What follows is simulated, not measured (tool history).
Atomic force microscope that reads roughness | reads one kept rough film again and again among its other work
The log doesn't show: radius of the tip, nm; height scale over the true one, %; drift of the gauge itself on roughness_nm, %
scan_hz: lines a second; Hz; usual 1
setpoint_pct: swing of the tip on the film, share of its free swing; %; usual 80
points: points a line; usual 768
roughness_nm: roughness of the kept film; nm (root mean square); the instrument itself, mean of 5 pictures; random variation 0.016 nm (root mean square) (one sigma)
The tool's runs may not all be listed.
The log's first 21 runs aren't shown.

run     day  scan_hz  setpoint_pct  points  pictures with this tip  hours of work since the height scale was calibrated  roughness_nm
 22   7.429     0.56            56     519                      29                                                    7         3.898
 23   7.892     0.51            80     762                      37                                                   12         3.739
 24   8.358     1.18            69     789                      46                                                   17         3.691
 25   8.779     1.26            80     662                      53                                                   22          3.53
 26   9.092     1.26            80     662                      59                                                   25         3.489
      9.354  -- height scale calibrated on a step standard, once more
 27   9.596     2.78            72     622                      67                                                    3         3.341
 28   9.921     2.78            72     622                      73                                                    6         3.307
 29  10.325     2.78            70     622                      80                                                   10         3.292
 30  10.796     0.58            78     514                      89                                                   15         3.525
 31  11.108     2.34            69     514                      94                                                   18         3.361
 32  11.388        1            88     521                      99                                                   21          3.29
 33  11.717        1            77     784                     105                                                   25         3.404

Forecast each of these 4 alternatives for the next run:
  A  12.196        1            80     265                     114                                                   30             ?
  B  12.196        1            64     768                     114                                                   30             ?
  C  12.196     0.63            62     483                     114                                                   30             ?
  D  12.196     1.01            58     784                     114                                                   30             ?

run  roughness_nm
  A         3.298
  B         3.483
  C         3.513
  D          3.52
Without the tool's hidden state the same runs would have given:
run  roughness_nm
  A         3.727
  B         3.937
  C          3.97
  D         3.977
